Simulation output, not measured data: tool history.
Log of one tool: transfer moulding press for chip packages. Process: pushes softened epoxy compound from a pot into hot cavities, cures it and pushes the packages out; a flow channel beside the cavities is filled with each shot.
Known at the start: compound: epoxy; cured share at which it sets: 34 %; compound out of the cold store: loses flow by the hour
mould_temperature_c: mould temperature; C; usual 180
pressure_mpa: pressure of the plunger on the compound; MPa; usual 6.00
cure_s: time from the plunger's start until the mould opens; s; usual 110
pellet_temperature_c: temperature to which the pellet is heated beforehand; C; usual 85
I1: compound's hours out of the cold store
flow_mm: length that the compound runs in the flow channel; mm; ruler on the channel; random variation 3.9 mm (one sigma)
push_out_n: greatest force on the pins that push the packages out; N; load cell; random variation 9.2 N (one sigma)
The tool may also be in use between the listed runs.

run 1 hour=0.0 | mould_temperature_c=180 pressure_mpa=6.00 cure_s=110 pellet_temperature_c=85 | I1=17.1 | flow_mm=866 push_out_n=481
run 2 hour=61.6 | mould_temperature_c=180 pressure_mpa=6.00 cure_s=110 pellet_temperature_c=85 | I1=42.6 | flow_mm=744 push_out_n=737
-- hour=88.0 cavities cleaned with cleaning compound and waxed
-- hour=101.6 plunger's sealing rings changed
run 3 hour=101.6 | mould_temperature_c=180 pressure_mpa=6.82 cure_s=110 pellet_temperature_c=85 | I1=29.7 | flow_mm=872 push_out_n=506
run 4 hour=171.8 | mould_temperature_c=180 pressure_mpa=6.82 cure_s=110 pellet_temperature_c=85 | I1=35.0 | flow_mm=849 push_out_n=747
-- hour=185.4 cavities cleaned with cleaning compound and waxed
run 5 hour=210.8 | mould_temperature_c=180 pressure_mpa=6.82 cure_s=110 pellet_temperature_c=85 | I1=32.3 | flow_mm=852 push_out_n=606
-- hour=271.6 mould's thermocouples calibrated
-- hour=284.9 cavities cleaned with cleaning compound and waxed
run 6 hour=288.6 | mould_temperature_c=180 pressure_mpa=6.13 cure_s=110 pellet_temperature_c=85 | I1=42.7 | flow_mm=751 push_out_n=469
run 7 hour=369.4 | mould_temperature_c=180 pressure_mpa=6.13 cure_s=110 pellet_temperature_c=85 | I1=19.7 | flow_mm=858 push_out_n=782
-- hour=383.6 cavities cleaned with cleaning compound and waxed
run 8 hour=412.6 | mould_temperature_c=174 pressure_mpa=6.13 cure_s=110 pellet_temperature_c=85 | I1=27.9 | flow_mm=839 push_out_n=787
-- hour=426.2 plunger's sealing rings changed
-- hour=482.0 cavities cleaned with cleaning compound and waxed
run 9 hour=486.5 | mould_temperature_c=174 pressure_mpa=6.13 cure_s=110 pellet_temperature_c=85 | I1=28.1 | flow_mm=846 push_out_n=571
run 10 hour=531.8 | mould_temperature_c=174 pressure_mpa=6.13 cure_s=110 pellet_temperature_c=85 | I1=10.7 | flow_mm=955 push_out_n=893
-- hour=581.8 cavities cleaned with cleaning compound and waxed
run 11 hour=593.5 | mould_temperature_c=180 pressure_mpa=6.00 cure_s=110 pellet_temperature_c=85 | I1=23.3 | flow_mm=845 push_out_n=498
run 12 hour=630.6 | mould_temperature_c=180 pressure_mpa=6.00 cure_s=110 pellet_temperature_c=85 | I1=42.5 | flow_mm=741 push_out_n=649
-- hour=676.7 cavities cleaned with cleaning compound and waxed
run 13 hour=701.6 | mould_temperature_c=172 pressure_mpa=6.00 cure_s=110 pellet_temperature_c=85 | I1=32.6 | flow_mm=807 push_out_n=794
run 14 hour=743.1 | mould_temperature_c=184 pressure_mpa=6.00 cure_s=110 pellet_temperature_c=85 | I1=47.7 | flow_mm=696 push_out_n=661
-- hour=753.0 plunger's sealing rings changed
-- hour=767.9 mould's thermocouples calibrated
-- hour=781.7 cavities cleaned with cleaning compound and waxed
run 15 hour=812.5 | mould_temperature_c=179 pressure_mpa=6.00 cure_s=110 pellet_temperature_c=85 | I1=33.4 | flow_mm=798 push_out_n=628
run 16 hour=851.2 | mould_temperature_c=180 pressure_mpa=6.00 cure_s=101 pellet_temperature_c=85 | I1=29.9 | flow_mm=812 push_out_n=800
-- hour=877.6 cavities cleaned with cleaning compound and waxed
run 17 hour=919.1 | mould_temperature_c=180 pressure_mpa=6.00 cure_s=101 pellet_temperature_c=85 | I1=16.7 | flow_mm=875 push_out_n=703
run 18 hour=965.8 | mould_temperature_c=180 pressure_mpa=6.00 cure_s=101 pellet_temperature_c=85 | I1=15.1 | flow_mm=886 push_out_n=845
-- hour=972.1 cavities cleaned with cleaning compound and waxed
run 19 hour=1028.2 | mould_temperature_c=187 pressure_mpa=6.04 cure_s=136 pellet_temperature_c=85 | I1=36.6 | flow_mm=750 push_out_n=640
-- hour=1066.7 cavities cleaned with cleaning compound and waxed
-- hour=1083.3 plunger's sealing rings changed
run 20 hour=1103.6 | mould_temperature_c=187 pressure_mpa=6.04 cure_s=136 pellet_temperature_c=85 | I1=15.9 | flow_mm=876 push_out_n=549
-- hour=1165.1 cavities cleaned with cleaning compound and waxed
run 21 hour=1183.6 | mould_temperature_c=185 pressure_mpa=5.56 cure_s=140 pellet_temperature_c=95 | I1=27.7 | flow_mm=769 push_out_n=452
run 22 hour=1221.4 | mould_temperature_c=186 pressure_mpa=6.00 cure_s=147 pellet_temperature_c=88 | I1=13.6 | flow_mm=871 push_out_n=681
-- hour=1259.4 mould's thermocouples calibrated
-- hour=1266.6 cavities cleaned with cleaning compound and waxed
run 23 hour=1271.2 | mould_temperature_c=186 pressure_mpa=6.00 cure_s=147 pellet_temperature_c=88 | I1=13.3 | flow_mm=870 push_out_n=427
run 24 hour=1354.2 | mould_temperature_c=180 pressure_mpa=6.00 cure_s=110 pellet_temperature_c=89 | I1=29.2 | flow_mm=803 push_out_n=767
-- hour=1363.3 cavities cleaned with cleaning compound and waxed
-- hour=1407.3 plunger's sealing rings changed
run 25 hour=1413.2 | mould_temperature_c=180 pressure_mpa=4.62 cure_s=110 pellet_temperature_c=81 | I1=41.7 | flow_mm=666 push_out_n=650
run 26 hour=1448.3 | mould_temperature_c=180 pressure_mpa=4.62 cure_s=110 pellet_temperature_c=81 | I1=46.1 | flow_mm=647 push_out_n=743
-- hour=1461.5 cavities cleaned with cleaning compound and waxed
run 27 hour=1520.6 | mould_temperature_c=180 pressure_mpa=4.62 cure_s=110 pellet_temperature_c=81 | I1=25.4 | flow_mm=737 push_out_n=722

4 ways to go on from here, each from the tool as it stands after run 27. What would each give?
-- hour=1562.6 cavities cleaned with cleaning compound and waxed
run A hour=1565.4 | mould_temperature_c=180 pressure_mpa=6.03 cure_s=110 pellet_temperature_c=81 | I1=31.3 | flow_mm=? push_out_n=?
-- hour=1562.6 cavities cleaned with cleaning compound and waxed
run B hour=1565.4 | mould_temperature_c=185 pressure_mpa=4.62 cure_s=135 pellet_temperature_c=93 | I1=43.8 | flow_mm=? push_out_n=?
-- hour=1562.6 cavities cleaned with cleaning compound and waxed
run C hour=1565.4 | mould_temperature_c=180 pressure_mpa=6.48 cure_s=105 pellet_temperature_c=81 | I1=14.2 | flow_mm=? push_out_n=?
-- hour=1562.6 cavities cleaned with cleaning compound and waxed
run D hour=1565.4 | mould_temperature_c=175 pressure_mpa=4.62 cure_s=93 pellet_temperature_c=91 | I1=11.9 | flow_mm=? push_out_n=?

run=A flow_mm=795 push_out_n=454
run=B flow_mm=637 push_out_n=409
run=C flow_mm=928 push_out_n=456
run=D flow_mm=822 push_out_n=779
Without the tool's hidden state the same runs would have given:
run=A flow_mm=808 push_out_n=422
run=B flow_mm=647 push_out_n=379
run=C flow_mm=943 push_out_n=425
run=D flow_mm=835 push_out_n=731
